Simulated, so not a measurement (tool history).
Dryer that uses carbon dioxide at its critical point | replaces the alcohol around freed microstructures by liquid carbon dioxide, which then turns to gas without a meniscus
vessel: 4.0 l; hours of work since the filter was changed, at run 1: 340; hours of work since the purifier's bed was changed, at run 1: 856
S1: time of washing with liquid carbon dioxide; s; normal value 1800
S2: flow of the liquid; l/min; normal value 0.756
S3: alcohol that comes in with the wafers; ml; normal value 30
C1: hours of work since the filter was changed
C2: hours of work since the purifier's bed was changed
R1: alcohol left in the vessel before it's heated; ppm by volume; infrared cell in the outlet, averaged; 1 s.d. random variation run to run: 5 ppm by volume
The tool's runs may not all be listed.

Run 1, hour 0.0: usual settings; C1 340; C2 856. Result: R1 171 ppm by volume.
Run 2, hour 46.1: usual settings; C1 375; C2 891. Result: R1 180 ppm by volume.
Run 3, hour 69.7: usual settings but S3 29 ml; C1 393; C2 908. Result: R1 182 ppm by volume.
Run 4, hour 97.5: usual settings but S3 29 ml; C1 414; C2 929. Result: R1 186 ppm by volume.
At hour 104.5: inlet filter changed.
Run 5, hour 147.8: usual settings but S3 29 ml; C1 33; C2 967. Result: R1 177 ppm by volume.
Run 6, hour 179.4: usual settings but S3 29 ml; C1 57; C2 991. Result: R1 177 ppm by volume.
Run 7, hour 226.0: usual settings but S3 29 ml; C1 92; C2 1026. Result: R1 182 ppm by volume.
Run 8, hour 263.0: usual settings but S3 29 ml; C1 120; C2 1054. Result: R1 183 ppm by volume.
Run 9, hour 301.7: usual settings but S3 29 ml; C1 149; C2 1083. Result: R1 183 ppm by volume.
Run 10, hour 325.6: usual settings; C1 167; C2 1101. Result: R1 190 ppm by volume.
Run 11, hour 380.2: usual settings but S2 0.711 l/min; C1 208; C2 1142. Result: R1 234 ppm by volume.
Run 12, hour 412.7: usual settings but S2 0.711 l/min; C1 233; C2 1167. Result: R1 218 ppm by volume.
Run 13, hour 443.8: usual settings but S2 0.711 l/min; C1 256; C2 1190. Result: R1 223 ppm by volume.
Run 14, hour 486.3: usual settings but S2 0.711 l/min; C1 289; C2 1223. Result: R1 241 ppm by volume.
Run 15, hour 522.2: usual settings but S2 0.711 l/min; C1 316; C2 1250. Result: R1 230 ppm by volume.
At hour 550.2: purifier's bed changed.
Run 16, hour 559.2: usual settings; C1 341; C2 7. Result: R1 51 ppm by volume.
Run 17, hour 611.7: usual settings; C1 381; C2 46. Result: R1 62 ppm by volume.
Run 18, hour 649.7: usual settings; C1 410; C2 75. Result: R1 74 ppm by volume.
At hour 660.1: inlet filter changed.
Run 19, hour 695.4: usual settings but S2 0.460 l/min; C1 27; C2 109. Result: R1 346 ppm by volume.
Run 20, hour 731.9: usual settings but S3 21 ml; C1 54; C2 137. Result: R1 49 ppm by volume.
Run 21, hour 768.9: usual settings but S3 21 ml; C1 82; C2 165. Result: R1 56 ppm by volume.
Run 22, hour 818.0: usual settings but S3 21 ml; C1 119; C2 202. Result: R1 69 ppm by volume.
Run 23, hour 850.1: usual settings but S3 21 ml; C1 144; C2 226. Result: R1 69 ppm by volume.
Run 24, hour 883.5: usual settings; C1 169; C2 251. Result: R1 84 ppm by volume.
Run 25, hour 916.8: usual settings but S1 1140 s; C1 194; C2 276. Result: R1 359 ppm by volume.
Run 26, hour 956.5: usual settings but S1 2280 s, S2 1.122 l/min; C1 224; C2 306. Result: R1 50 ppm by volume.
Run 27, hour 1000.2: usual settings but S1 2280 s, S2 1.122 l/min; C1 257; C2 339. Result: R1 45 ppm by volume.
Run 28, hour 1029.8: usual settings but S1 2280 s, S2 1.122 l/min, S3 114 ml; C1 279; C2 362. Result: R1 49 ppm by volume.
Run 29, hour 1057.3: usual settings but S1 1200 s, S2 0.875 l/min, S3 60 ml; C1 300; C2 383. Result: R1 383 ppm by volume.
Run 30, hour 1100.4: usual settings but S2 0.610 l/min; C1 333; C2 415. Result: R1 208 ppm by volume.
Run 31, hour 1142.3: usual settings but S2 0.487 l/min, S3 81 ml; C1 364; C2 447. Result: R1 938 ppm by volume.
Run 32, hour 1187.4: usual settings but S2 0.487 l/min, S3 81 ml; C1 399; C2 481. Result: R1 983 ppm by volume.
At hour 1214.7: inlet filter changed.
Run 33, hour 1226.7: usual settings but S1 2340 s, S2 1.190 l/min, S3 81 ml; C1 9; C2 510. Result: R1 81 ppm by volume.
Run 34, hour 1249.6: usual settings but S1 2520 s, S2 0.797 l/min, S3 81 ml; C1 26; C2 527. Result: R1 76 ppm by volume.
Run 35, hour 1278.7: usual settings but S1 2520 s, S2 0.797 l/min, S3 81 ml; C1 48; C2 549. Result: R1 85 ppm by volume.
Run 36, hour 1307.5: usual settings but S2 0.845 l/min, S3 46 ml; C1 70; C2 571. Result: R1 109 ppm by volume.
Run 37, hour 1335.3: usual settings but S2 0.845 l/min, S3 46 ml; C1 91; C2 592. Result: R1 117 ppm by volume.
Run 38, hour 1371.6: usual settings but S2 0.754 l/min, S3 46 ml; C1 119; C2 619. Result: R1 164 ppm by volume.
Run 39, hour 1416.1: usual settings but S1 1140 s, S3 22 ml; C1 152; C2 653. Result: R1 313 ppm by volume.
Run 40, hour 1442.5: usual settings but S1 1140 s, S2 1.252 l/min, S3 94 ml; C1 172; C2 673. Result: R1 205 ppm by volume.
Run 41, hour 1470.6: usual settings but S1 2640 s, S2 0.572 l/min, S3 107 ml; C1 193; C2 694. Result: R1 198 ppm by volume.
Run 42, hour 1513.7: usual settings but S1 2640 s, S2 0.572 l/min, S3 107 ml; C1 226; C2 727. Result: R1 200 ppm by volume.
Run 43, hour 1537.0: usual settings but S1 1260 s, S2 0.557 l/min, S3 96 ml; C1 244; C2 744. Result: R1 1927 ppm by volume.
Run 44, hour 1578.5: usual settings but S1 1560 s, S2 0.893 l/min, S3 54 ml; C1 275; C2 776. Result: R1 194 ppm by volume.
Run 45, hour 1613.6: usual settings but S1 1200 s; C1 302; C2 802. Result: R1 389 ppm by volume.
Run 46, hour 1663.9: usual settings but S1 1200 s; C1 340; C2 840. Result: R1 387 ppm by volume.
Run 47, hour 1708.6: usual settings but S1 1500 s, S2 0.550 l/min; C1 373; C2 874. Result: R1 525 ppm by volume.

Forecast each of these 4 alternatives for the next run:
Run A, hour 1733.3: usual settings but S2 0.803 l/min; C1 392; C2 893. Result: R1 ?.
Run B, hour 1733.3: usual settings but S2 0.539 l/min; C1 392; C2 893. Result: R1 ?.
Run C, hour 1733.3: usual settings but S1 1440 s, S2 0.746 l/min, S3 75 ml; C1 392; C2 893. Result: R1 ?.
Run D, hour 1733.3: usual settings but S1 1260 s, S2 0.813 l/min, S3 75 ml; C1 392; C2 893. Result: R1 ?.

run   R1
  A  170
  B  353
  C  519
  D  584
The same runs, with their run-to-run variation unchanged, on a tool lacking any hidden condition would have given:
run   R1
  A   41
  B  189
  C  307
  D  361

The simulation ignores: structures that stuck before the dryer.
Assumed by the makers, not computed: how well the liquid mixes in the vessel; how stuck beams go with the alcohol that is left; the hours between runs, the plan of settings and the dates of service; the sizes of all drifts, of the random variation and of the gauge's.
